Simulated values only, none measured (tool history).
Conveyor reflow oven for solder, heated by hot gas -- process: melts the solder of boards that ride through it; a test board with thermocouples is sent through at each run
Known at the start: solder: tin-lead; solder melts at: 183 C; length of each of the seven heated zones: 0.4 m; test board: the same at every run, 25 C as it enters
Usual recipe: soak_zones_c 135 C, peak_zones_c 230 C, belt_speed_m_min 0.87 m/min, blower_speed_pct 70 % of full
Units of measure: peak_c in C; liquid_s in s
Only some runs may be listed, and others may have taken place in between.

run,hour,soak_zones_c,peak_zones_c,belt_speed_m_min,blower_speed_pct,peak_c,liquid_s
1,0,135,230,0.87,70,216.7,40.7
2,15,135,227,0.87,70,213.7,38.3
3,23.5,135,227,0.87,70,213.2,39.1
4,38,135,227,0.87,70,213.5,39
5,46.6,135,227,0.87,70,213.8,38.7
6,58,135,234,0.87,70,219.9,42.6
7,74.2,135,234,0.87,70,219.5,41.8
8,90.5,139,241,0.93,54,218.9,38.9
9,102.7,144,230,1.037,87,216.5,35.8
10,113.7,148,230,0.87,70,218.9,44.6

5 options for the next run, each taken on its own from the tool as it stands now. Forecast them:
A,128.5,135,230,0.796,70,?,?
B,128.5,135,220,0.759,70,?,?
C,128.5,147,230,0.96,70,?,?
D,128.5,121,230,0.87,70,?,?
E,128.5,148,225,0.87,64,?,?

run,peak_c,liquid_s
A,218.2,45.9
B,210.3,43.9
C,214.9,38.8
D,214,36
E,211.9,41.3
Without the tool's hidden state the same runs would have given:
run,peak_c,liquid_s
A,218.3,45.9
B,210.3,44
C,215,38.8
D,214.1,36.1
E,212,41.4
